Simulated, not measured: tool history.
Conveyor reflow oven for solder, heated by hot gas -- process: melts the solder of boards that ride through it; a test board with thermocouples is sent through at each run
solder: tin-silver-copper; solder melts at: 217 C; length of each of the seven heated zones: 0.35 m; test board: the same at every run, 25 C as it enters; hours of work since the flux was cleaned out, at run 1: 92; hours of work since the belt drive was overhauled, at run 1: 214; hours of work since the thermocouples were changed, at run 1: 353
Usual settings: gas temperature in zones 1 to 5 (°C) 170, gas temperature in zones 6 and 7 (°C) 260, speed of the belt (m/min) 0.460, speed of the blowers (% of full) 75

run   hour  gas temperature in zones 1 to 5 (°C)  gas temperature in zones 6 and 7 (°C)  speed of the belt (m/min)  speed of the blowers (% of full)  hours of work since the flux was cleaned out  hours of work since the belt drive was overhauled  hours of work since the thermocouples were changed  highest temperature of the board (°C)  time above the solder's melting point (s)
  1    0.0                                   170                                    260                      0.460                                75                                            92                                                214                                                 353                                  244.5                                       60.1
  2   18.2                                   170                                    260                      0.460                                75                                           105                                                226                                                 365                                  244.4                                       59.8
  3   50.0                                   170                                    260                      0.460                                75                                           127                                                248                                                 387                                  244.2                                       59.7
  4   84.9                                   170                                    260                      0.460                                75                                           151                                                273                                                 412                                  244.3                                       59.6
  5  110.6                                   184                                    260                      0.460                                75                                           169                                                291                                                 430                                  246.4                                       68.7
  6  125.0                                   170                                    260                      0.460                                75                                           179                                                301                                                 440                                  244.2                                       59.3
  7  154.7                                   170                                    260                      0.460                                75                                           199                                                321                                                 460                                  244.0                                       59.3
  8  175.3                                   170                                    260                      0.460                                52                                           214                                                335                                                 474                                  236.5                                       47.0
  9  197.3                                   170                                    260                      0.460                                52                                           229                                                351                                                 490                                  236.8                                       46.9
 10  222.3                                   170                                    260                      0.460                                52                                           246                                                368                                                 507                                  236.7                                       46.8
 11  240.8                                   170                                    260                      0.460                                71                                           259                                                381                                                 520                                  242.8                                       57.6
 12  263.4                                   170                                    260                      0.460                                71                                           275                                                397                                                 536                                  242.7                                       57.3
 13  292.7                                   170                                    260                      0.460                                71                                           295                                                417                                                 556                                  242.9                                       57.3
     300.8  -- flux residue cleaned out of gas plates and filters
 14  331.3                                   170                                    270                      0.445                                52                                            21                                                440                                                 579                                  245.1                                       59.9
 15  346.5                                   156                                    266                      0.398                                75                                            32                                                451                                                 590                                  250.1                                       71.3
 16  379.7                                   171                                    258                      0.467                                77                                            55                                                474                                                 613                                  241.0                                       55.4
 17  411.8                                   171                                    258                      0.467                                77                                            77                                                496                                                 635                                  241.1                                       55.1
 18  442.3                                   170                                    270                      0.491                                75                                            98                                                517                                                 656                                  248.8                                       59.0
 19  456.9                                   162                                    263                      0.491                                75                                           108                                                527                                                 667                                  241.1                                       48.1
     488.0  -- flux residue cleaned out of gas plates and filters, once more
 20  488.5                                   162                                    263                      0.491                                75                                             0                                                546                                                 685                                  243.3                                       50.9
 21  508.8                                   176                                    271                      0.547                                86                                            14                                                560                                                 699                                  251.8                                       57.8
 22  534.7                                   176                                    271                      0.547                                86                                            32                                                578                                                 717                                  251.7                                       57.7
 23  562.1                                   164                                    266                      0.547                                80                                            51                                                597                                                 736                                  243.1                                       45.8
 24  589.0                                   181                                    266                      0.391                                80                                            70                                                616                                                 755                                  255.9                                       90.7
 25  621.7                                   172                                    254                      0.382                                79                                            93                                                638                                                 777                                  243.9                                       77.3

Below are 4 alternative next runs, each starting from the tool's condition after run 25. Predict each:
  A  636.2                                   175                                    260                      0.397                                77                                           103                                                648                                                 788                                      ?                                          ?
  B  636.2                                   159                                    274                      0.460                                58                                           103                                                648                                                 788                                      ?                                          ?
  C  636.2                                   172                                    254                      0.382                                68                                           103                                                648                                                 788                                      ?                                          ?
  D  636.2                                   172                                    252                      0.382                                79                                           103                                                648                                                 788                                      ?                                          ?

run  highest temperature of the board (°C)  time above the solder's melting point (s)
  A                                  248.7                                       79.7
  B                                  248.1                                       57.3
  C                                  242.2                                       72.9
  D                                  242.2                                       74.9
With the hidden condition removed and each run's random variation left untouched, the same runs would have given:
run  highest temperature of the board (°C)  time above the solder's melting point (s)
  A                                  250.1                                       80.1
  B                                  249.4                                       57.9
  C                                  243.6                                       73.7
  D                                  243.7                                       75.7
